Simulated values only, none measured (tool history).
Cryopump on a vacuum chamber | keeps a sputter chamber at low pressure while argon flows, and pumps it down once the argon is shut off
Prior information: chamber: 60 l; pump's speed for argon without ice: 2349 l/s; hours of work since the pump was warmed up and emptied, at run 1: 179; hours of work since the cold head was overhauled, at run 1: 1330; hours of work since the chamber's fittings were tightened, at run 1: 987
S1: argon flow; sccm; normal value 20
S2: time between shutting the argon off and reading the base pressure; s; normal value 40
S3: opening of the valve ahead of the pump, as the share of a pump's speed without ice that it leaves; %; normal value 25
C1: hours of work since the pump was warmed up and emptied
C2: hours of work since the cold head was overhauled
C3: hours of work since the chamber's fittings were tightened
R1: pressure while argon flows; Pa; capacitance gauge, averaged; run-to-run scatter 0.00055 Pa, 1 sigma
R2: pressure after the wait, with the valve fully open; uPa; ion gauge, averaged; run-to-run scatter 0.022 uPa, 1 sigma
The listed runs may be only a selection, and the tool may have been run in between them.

run	hour	S1	S2	S3	C1	C2	C3	R1	R2
1	0	20	40	25	179	1330	987	0.0582	1.16
2	33	20	40	25	196	1346	1004	0.0592	1.28
3	75.4	20	40	25	217	1367	1025	0.0582	1.21
4	109.3	20	40	25	234	1384	1042	0.0587	1.29
5	152.4	20	40	25	255	1406	1063	0.058	1.3
6	206.5	20	40	25	282	1433	1090	0.0586	1.34
7	243.2	20	40	25	301	1451	1109	0.0582	1.35
8	295.9	20	40	25	327	1477	1135	0.0598	1.34
9	345.9	20	40	25	352	1502	1160	0.0589	1.34
10	389.9	20	40	25	374	1524	1182	0.0591	1.4
11	453.4	20	40	56	406	1556	1214	0.0269	1.42
12	492.2	20	40	56	425	1576	1233	0.0275	1.37
13	532.7	20	40	56	445	1596	1253	0.0269	1.47
14	592.6	20	40	25	475	1626	1283	0.0585	1.47
15	639.1	20	32	25	498	1649	1306	0.0602	1.62
16	695.1	20	32	25	526	1677	1334	0.0585	1.62
17	734.8	20	32	25	546	1697	1354	0.0586	1.62
18	792.1	20	32	25	575	1725	1383	0.0583	1.65
19	858.4	33	32	29	608	1758	1416	0.0842	1.63
20	894.9	33	32	29	626	1777	1434	0.0841	1.67
21	958.8	20	23	42	658	1809	1466	0.0357	1.93
22	995.4	20	162	43	676	1827	1484	0.0354	1.31
23	1046.4	28	60	53	702	1852	1510	0.041	1.52
24	1103.4	17	60	24	730	1881	1538	0.0531	1.55
25	1141.2	17	31	30	749	1900	1557	0.0438	1.78
26	1177.1	24	40	23	767	1918	1575	0.0784	1.66

Forecast run 27:
27	1232.7	19	40	22	795	1945	1603	?	?

Run 27 measured R1 0.0657 Pa, R2 1.72 uPa.
Were there no unlogged condition in the tool, this run, its random variation unchanged, would have produced R1 0.0636 Pa, R2 0.57 uPa.
